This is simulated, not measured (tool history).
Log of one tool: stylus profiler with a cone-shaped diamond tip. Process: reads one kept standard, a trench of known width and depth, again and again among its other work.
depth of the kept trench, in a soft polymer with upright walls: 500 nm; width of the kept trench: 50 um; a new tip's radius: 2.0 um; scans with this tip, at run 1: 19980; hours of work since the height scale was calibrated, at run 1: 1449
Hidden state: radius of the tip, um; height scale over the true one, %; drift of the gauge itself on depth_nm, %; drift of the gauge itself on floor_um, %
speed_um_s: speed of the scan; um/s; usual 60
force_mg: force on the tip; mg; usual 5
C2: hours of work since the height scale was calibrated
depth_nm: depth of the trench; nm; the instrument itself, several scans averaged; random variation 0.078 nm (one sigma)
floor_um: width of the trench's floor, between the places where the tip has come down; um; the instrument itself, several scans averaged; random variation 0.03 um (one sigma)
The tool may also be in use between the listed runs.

{"run": 1, "hour": 0.0, "speed_um_s": 60, "force_mg": 5, "scans with this tip": 19980, "C2": 1449, "depth_nm": 505.13, "floor_um": 46.27}
{"run": 2, "hour": 32.3, "speed_um_s": 60, "force_mg": 5, "scans with this tip": 20280, "C2": 1471, "depth_nm": 505.08, "floor_um": 46.26}
{"run": 3, "hour": 59.3, "speed_um_s": 33, "force_mg": 5, "scans with this tip": 20531, "C2": 1489, "depth_nm": 505.26, "floor_um": 46.4}
{"run": 4, "hour": 109.3, "speed_um_s": 33, "force_mg": 8.28, "scans with this tip": 20997, "C2": 1523, "depth_nm": 507.53, "floor_um": 46.32}
{"run": 5, "hour": 136.4, "speed_um_s": 33, "force_mg": 8.28, "scans with this tip": 21250, "C2": 1541, "depth_nm": 507.59, "floor_um": 46.36}
{"run": 6, "hour": 176.4, "speed_um_s": 33, "force_mg": 8.28, "scans with this tip": 21621, "C2": 1568, "depth_nm": 507.57, "floor_um": 46.31}
{"run": 7, "hour": 206.8, "speed_um_s": 33, "force_mg": 8.28, "scans with this tip": 21905, "C2": 1589, "depth_nm": 507.49, "floor_um": 46.38}
{"run": 8, "hour": 249.9, "speed_um_s": 33, "force_mg": 8.28, "scans with this tip": 22305, "C2": 1618, "depth_nm": 507.48, "floor_um": 46.36}
{"run": 9, "hour": 287.4, "speed_um_s": 33, "force_mg": 8.28, "scans with this tip": 22655, "C2": 1643, "depth_nm": 507.43, "floor_um": 46.32}
{"run": 10, "hour": 313.7, "speed_um_s": 33, "force_mg": 8.28, "scans with this tip": 22900, "C2": 1661, "depth_nm": 507.59, "floor_um": 46.3}
{"run": 11, "hour": 352.2, "speed_um_s": 60, "force_mg": 2.41, "scans with this tip": 23258, "C2": 1687, "depth_nm": 502.58, "floor_um": 46.04}
{"run": 12, "hour": 384.0, "speed_um_s": 60, "force_mg": 2.41, "scans with this tip": 23554, "C2": 1709, "depth_nm": 502.66, "floor_um": 46.02}
{"run": 13, "hour": 408.6, "speed_um_s": 60, "force_mg": 2.41, "scans with this tip": 23783, "C2": 1725, "depth_nm": 502.6, "floor_um": 46.02}
{"hour": 436.8, "done": "new tip fitted, height scale calibrated"}
{"run": 14, "hour": 437.4, "speed_um_s": 60, "force_mg": 2.41, "scans with this tip": 5, "C2": 0, "depth_nm": 503.78, "floor_um": 46.86}
{"run": 15, "hour": 478.1, "speed_um_s": 60, "force_mg": 12.91, "scans with this tip": 384, "C2": 28, "depth_nm": 511.41, "floor_um": 47.09}
{"run": 16, "hour": 510.1, "speed_um_s": 60, "force_mg": 12.91, "scans with this tip": 682, "C2": 49, "depth_nm": 511.5, "floor_um": 47.07}
{"run": 17, "hour": 533.5, "speed_um_s": 60, "force_mg": 12.91, "scans with this tip": 900, "C2": 65, "depth_nm": 511.43, "floor_um": 47.12}
{"run": 18, "hour": 557.0, "speed_um_s": 53, "force_mg": 5, "scans with this tip": 1119, "C2": 81, "depth_nm": 505.99, "floor_um": 47}
{"run": 19, "hour": 585.7, "speed_um_s": 184, "force_mg": 5, "scans with this tip": 1386, "C2": 101, "depth_nm": 506.07, "floor_um": 46.42}
{"run": 20, "hour": 629.0, "speed_um_s": 184, "force_mg": 5, "scans with this tip": 1789, "C2": 130, "depth_nm": 505.96, "floor_um": 46.39}
{"run": 21, "hour": 674.2, "speed_um_s": 184, "force_mg": 5, "scans with this tip": 2209, "C2": 160, "depth_nm": 505.87, "floor_um": 46.35}
{"run": 22, "hour": 728.3, "speed_um_s": 15, "force_mg": 5, "scans with this tip": 2713, "C2": 197, "depth_nm": 505.94, "floor_um": 47.11}
{"run": 23, "hour": 777.5, "speed_um_s": 60, "force_mg": 5, "scans with this tip": 3171, "C2": 230, "depth_nm": 505.85, "floor_um": 46.89}
{"run": 24, "hour": 800.7, "speed_um_s": 30, "force_mg": 5.4, "scans with this tip": 3387, "C2": 246, "depth_nm": 506.28, "floor_um": 47.08}
{"run": 25, "hour": 841.8, "speed_um_s": 30, "force_mg": 5.4, "scans with this tip": 3770, "C2": 273, "depth_nm": 506.2, "floor_um": 47.04}
{"run": 26, "hour": 878.3, "speed_um_s": 30, "force_mg": 2.5, "scans with this tip": 4110, "C2": 298, "depth_nm": 503.62, "floor_um": 46.97}
{"run": 27, "hour": 923.2, "speed_um_s": 30, "force_mg": 2.5, "scans with this tip": 4527, "C2": 328, "depth_nm": 503.6, "floor_um": 46.96}
{"run": 28, "hour": 954.3, "speed_um_s": 48, "force_mg": 1.96, "scans with this tip": 4817, "C2": 349, "depth_nm": 503.01, "floor_um": 46.77}
{"run": 29, "hour": 983.4, "speed_um_s": 20, "force_mg": 3.1, "scans with this tip": 5087, "C2": 369, "depth_nm": 504.02, "floor_um": 47.04}
{"run": 30, "hour": 1016.7, "speed_um_s": 80, "force_mg": 2.26, "scans with this tip": 5398, "C2": 392, "depth_nm": 503.26, "floor_um": 46.54}
{"run": 31, "hour": 1045.9, "speed_um_s": 26, "force_mg": 5.91, "scans with this tip": 5669, "C2": 411, "depth_nm": 506.48, "floor_um": 46.98}
{"run": 32, "hour": 1097.3, "speed_um_s": 26, "force_mg": 5.91, "scans with this tip": 6147, "C2": 446, "depth_nm": 506.41, "floor_um": 46.96}
{"run": 33, "hour": 1129.6, "speed_um_s": 133, "force_mg": 2.24, "scans with this tip": 6449, "C2": 468, "depth_nm": 503.23, "floor_um": 46.11}
{"run": 34, "hour": 1161.9, "speed_um_s": 26, "force_mg": 6.57, "scans with this tip": 6749, "C2": 490, "depth_nm": 507.03, "floor_um": 47}
{"run": 35, "hour": 1212.8, "speed_um_s": 26, "force_mg": 6.57, "scans with this tip": 7223, "C2": 524, "depth_nm": 506.93, "floor_um": 46.89}
{"run": 36, "hour": 1246.7, "speed_um_s": 114, "force_mg": 2.32, "scans with this tip": 7538, "C2": 547, "depth_nm": 503.34, "floor_um": 46.24}
{"run": 37, "hour": 1271.3, "speed_um_s": 16, "force_mg": 2.65, "scans with this tip": 7767, "C2": 563, "depth_nm": 503.67, "floor_um": 46.84}
{"run": 38, "hour": 1326.4, "speed_um_s": 16, "force_mg": 2.65, "scans with this tip": 8280, "C2": 601, "depth_nm": 503.44, "floor_um": 46.88}
{"run": 39, "hour": 1358.1, "speed_um_s": 60, "force_mg": 10.38, "scans with this tip": 8575, "C2": 622, "depth_nm": 509.38, "floor_um": 46.76}
{"run": 40, "hour": 1387.6, "speed_um_s": 103, "force_mg": 5.4, "scans with this tip": 8849, "C2": 642, "depth_nm": 506.08, "floor_um": 46.55}
{"run": 41, "hour": 1420.2, "speed_um_s": 86, "force_mg": 5.43, "scans with this tip": 9153, "C2": 664, "depth_nm": 505.86, "floor_um": 46.59}
{"run": 42, "hour": 1467.1, "speed_um_s": 89, "force_mg": 3.86, "scans with this tip": 9590, "C2": 696, "depth_nm": 504.75, "floor_um": 46.44}
{"run": 43, "hour": 1508.6, "speed_um_s": 89, "force_mg": 3.86, "scans with this tip": 9976, "C2": 724, "depth_nm": 504.61, "floor_um": 46.47}
{"run": 44, "hour": 1558.1, "speed_um_s": 89, "force_mg": 2.3, "scans with this tip": 10437, "C2": 757, "depth_nm": 503.11, "floor_um": 46.27}
{"run": 45, "hour": 1581.9, "speed_um_s": 65, "force_mg": 1.99, "scans with this tip": 10658, "C2": 773, "depth_nm": 502.65, "floor_um": 46.44}
{"run": 46, "hour": 1638.0, "speed_um_s": 65, "force_mg": 1.99, "scans with this tip": 11180, "C2": 811, "depth_nm": 502.68, "floor_um": 46.42}

Forecast each of these 3 alternatives for the next run:
{"run": "A", "hour": 1688.3, "speed_um_s": 209, "force_mg": 3.28, "scans with this tip": 11649, "C2": 845, "depth_nm": "?", "floor_um": "?"}
{"run": "B", "hour": 1688.3, "speed_um_s": 232, "force_mg": 14.11, "scans with this tip": 11649, "C2": 845, "depth_nm": "?", "floor_um": "?"}
{"run": "C", "hour": 1688.3, "speed_um_s": 111, "force_mg": 8.34, "scans with this tip": 11649, "C2": 845, "depth_nm": "?", "floor_um": "?"}

run=A depth_nm=503.94 floor_um=45.64
run=B depth_nm=511.64 floor_um=46.24
run=C depth_nm=508.04 floor_um=46.42
Without the tool's hidden state the same runs would have given:
run=A depth_nm=504.55 floor_um=46.15
run=B depth_nm=512.26 floor_um=46.75
run=C depth_nm=508.65 floor_um=46.93
